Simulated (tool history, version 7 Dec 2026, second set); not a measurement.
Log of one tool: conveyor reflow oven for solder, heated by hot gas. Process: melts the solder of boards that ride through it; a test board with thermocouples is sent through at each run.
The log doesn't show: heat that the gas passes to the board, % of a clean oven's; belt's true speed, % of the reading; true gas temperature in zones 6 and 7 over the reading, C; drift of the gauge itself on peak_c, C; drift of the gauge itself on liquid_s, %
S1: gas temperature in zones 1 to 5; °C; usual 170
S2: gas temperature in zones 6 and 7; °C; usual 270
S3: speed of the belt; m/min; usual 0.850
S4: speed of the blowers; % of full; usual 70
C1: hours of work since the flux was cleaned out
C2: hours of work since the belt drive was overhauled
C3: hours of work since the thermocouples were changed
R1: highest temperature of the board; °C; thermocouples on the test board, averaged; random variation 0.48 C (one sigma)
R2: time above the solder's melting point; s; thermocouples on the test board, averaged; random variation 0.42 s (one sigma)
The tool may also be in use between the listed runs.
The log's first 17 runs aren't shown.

run 18 day=28.883 | S1=156 S2=270 S3=0.720 S4=70 | C1=198 C2=824 C3=592 | R1=257.3 R2=50.1
run 19 day=30.075 | S1=156 S2=270 S3=0.720 S4=70 | C1=217 C2=843 C3=611 | R1=257.2 R2=50.0
run 20 day=31.721 | S1=163 S2=270 S3=0.694 S4=70 | C1=243 C2=869 C3=637 | R1=258.5 R2=55.0
run 21 day=33.008 | S1=163 S2=270 S3=0.694 S4=75 | C1=263 C2=889 C3=658 | R1=259.5 R2=55.9
run 22 day=34.408 | S1=178 S2=270 S3=0.694 S4=75 | C1=286 C2=912 C3=680 | R1=260.4 R2=60.3
run 23 day=36.012 | S1=178 S2=270 S3=0.694 S4=75 | C1=311 C2=937 C3=705 | R1=259.4 R2=59.7
-- day=37.508 flux residue cleaned out of gas plates and filters
run 24 day=37.658 | S1=178 S2=270 S3=0.694 S4=75 | C1=2 C2=960 C3=728 | R1=261.1 R2=60.8
run 25 day=38.742 | S1=170 S2=263 S3=0.850 S4=70 | C1=20 C2=977 C3=745 | R1=248.2 R2=40.3
run 26 day=39.833 | S1=170 S2=279 S3=0.698 S4=60 | C1=37 C2=994 C3=763 | R1=266.4 R2=59.3
run 27 day=41.892 | S1=165 S2=265 S3=0.850 S4=70 | C1=70 C2=1027 C3=795 | R1=249.3 R2=39.7
run 28 day=43.992 | S1=170 S2=277 S3=0.850 S4=70 | C1=103 C2=1060 C3=829 | R1=260.6 R2=46.0
run 29 day=45.083 | S1=175 S2=277 S3=0.729 S4=70 | C1=120 C2=1078 C3=846 | R1=264.9 R2=57.5
run 30 day=46.700 | S1=175 S2=277 S3=0.729 S4=70 | C1=146 C2=1103 C3=872 | R1=263.5 R2=57.3

Forecast each of these 3 alternatives for the next run:
-- day=47.004 belt drive overhauled, speed set with a stopwatch
run A day=48.312 | S1=168 S2=275 S3=0.850 S4=66 | C1=169 C2=21 C3=895 | R1=? R2=?
-- day=47.004 belt drive overhauled, speed set with a stopwatch
run B day=48.312 | S1=170 S2=270 S3=1.003 S4=70 | C1=169 C2=21 C3=895 | R1=? R2=?
-- day=47.004 belt drive overhauled, speed set with a stopwatch
run C day=48.312 | S1=176 S2=270 S3=0.850 S4=54 | C1=169 C2=21 C3=895 | R1=? R2=?

run=A R1=256.4 R2=43.2
run=B R1=248.0 R2=32.3
run=C R1=250.7 R2=41.1
Without the tool's hidden state the same runs would have given:
run=A R1=259.9 R2=44.9
run=B R1=251.5 R2=34.2
run=C R1=254.0 R2=43.0
